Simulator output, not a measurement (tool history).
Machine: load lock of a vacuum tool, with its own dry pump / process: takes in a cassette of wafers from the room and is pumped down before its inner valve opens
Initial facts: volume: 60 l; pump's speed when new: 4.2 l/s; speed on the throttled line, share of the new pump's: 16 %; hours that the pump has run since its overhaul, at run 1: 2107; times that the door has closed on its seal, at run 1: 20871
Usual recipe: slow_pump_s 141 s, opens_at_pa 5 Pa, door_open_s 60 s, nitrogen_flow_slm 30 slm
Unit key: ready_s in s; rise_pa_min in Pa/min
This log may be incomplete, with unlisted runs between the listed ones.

run,hour,slow_pump_s,opens_at_pa,door_open_s,nitrogen_flow_slm,hours that the pump has run since its overhaul,times that the door has closed on its seal,"incoming humidity of the room's air, %",ready_s,rise_pa_min
1,0.0,141,5,60,30,2107,20871,46.8,263.6,0.183
2,261.6,141,5,60,30,2369,21705,45.7,265.4,0.193
3,500.0,141,5,60,30,2607,22466,46.6,264.0,0.205
4,807.9,141,5,60,30,2915,23448,46.3,260.7,0.214
5,1164.1,141,5,60,30,3272,24584,45.0,263.5,0.229
# hour 1418.7: door's seal changed, seat wiped
6,1517.6,141,5,60,30,3624,316,41.2,262.4,0.038
7,1872.4,141,5,60,30,3978,1447,45.0,262.4,0.045
8,2178.1,141,5,60,30,4284,2422,45.5,265.8,0.048
9,2527.9,248,5,60,30,4634,3538,49.3,353.7,0.053
10,2826.4,141,5,60,36,4932,4490,45.8,264.8,0.055
11,3122.3,141,5,60,36,5228,5433,45.8,265.6,0.049
12,3480.9,141,5,60,36,5587,6577,46.9,266.7,0.060

Run 13 is up next; what results do you expect?
13,3697.4,141,5,60,36,5803,7267,47.8,?,?

ready_s: 265.4 s
rise_pa_min: 0.066 Pa/min
Without the tool's hidden state the same run would have given ready_s 262.1 s, rise_pa_min 0.042 Pa/min.

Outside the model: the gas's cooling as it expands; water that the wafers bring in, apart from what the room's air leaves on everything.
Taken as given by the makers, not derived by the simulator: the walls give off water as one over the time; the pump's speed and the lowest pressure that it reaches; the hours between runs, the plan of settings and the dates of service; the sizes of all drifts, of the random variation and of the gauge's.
